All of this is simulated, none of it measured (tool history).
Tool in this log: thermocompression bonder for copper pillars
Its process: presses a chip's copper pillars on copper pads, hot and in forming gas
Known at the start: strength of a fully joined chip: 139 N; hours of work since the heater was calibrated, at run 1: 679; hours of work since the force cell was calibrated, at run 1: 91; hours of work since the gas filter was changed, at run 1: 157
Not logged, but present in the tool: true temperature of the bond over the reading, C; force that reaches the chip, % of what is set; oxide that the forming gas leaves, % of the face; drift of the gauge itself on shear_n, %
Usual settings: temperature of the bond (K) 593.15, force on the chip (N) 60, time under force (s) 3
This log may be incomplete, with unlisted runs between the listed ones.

run,hour,temperature of the bond (K),force on the chip (N),time under force (s),hours of work since the heater was calibrated,hours of work since the force cell was calibrated,hours of work since the gas filter was changed,force that shears a chip off (N)
1,0.0,593.15,60,3,679,91,157,102.7
2,4.4,593.15,60,3,682,94,159,102.6
3,8.3,593.15,60,3,685,97,162,102.1
4,16.3,573.15,60,3,690,102,167,90.9
5,20.8,573.15,60,3,693,105,170,90.8
6,29.0,573.15,60,3,698,110,175,90.9
7,33.5,573.15,60,3,701,113,178,91.2
8,42.8,573.15,60,3,707,119,184,90.6
9,51.6,573.15,60,3,713,124,190,90.8
# hour 54.3: heater calibrated with a thermocouple chip
10,58.6,573.15,60,3,3,128,193,91.6
11,63.9,573.15,60,3,6,131,196,91.5
12,73.0,593.15,60,3,12,137,202,102.9
13,80.0,593.15,60,3,17,141,207,101.8
14,86.1,593.15,47,3,20,145,211,94.4
15,90.3,593.15,47,3,23,148,213,94.4
16,95.7,593.15,47,3,27,152,217,94.5
# hour 100.0: heater calibrated with a thermocouple chip, once more
17,105.7,600.15,79,4,4,157,222,116.9
18,114.1,594.15,49,6,9,162,227,109.7
19,121.5,569.15,38,7,14,167,232,89.9
20,130.6,569.15,38,7,20,173,238,90.1
21,135.4,569.15,38,7,23,176,241,90.2
22,141.7,569.15,38,7,27,180,245,90.0
23,150.6,569.15,38,7,33,186,251,90.1
24,156.4,600.15,60,6,36,189,255,116.8
25,163.3,568.15,76,7,41,194,259,112.0
26,170.5,568.15,76,7,45,198,264,111.4
27,176.2,613.15,60,7,49,202,267,123.9
28,185.4,613.15,60,7,55,208,273,124.5
29,190.5,613.15,60,7,58,211,277,124.0

3 options for the next run, each taken on its own from the tool as it stands now. Forecast them:
A,199.1,615.15,80,7,64,217,282,?
B,199.1,607.15,60,7,64,217,282,?
C,199.1,596.15,46,3,64,217,282,?

run,force that shears a chip off (N)
A,129.0
B,122.1
C,91.3
Without the tool's unlogged condition, the same runs would have read:
run,force that shears a chip off (N)
A,132.1
B,125.1
C,93.7
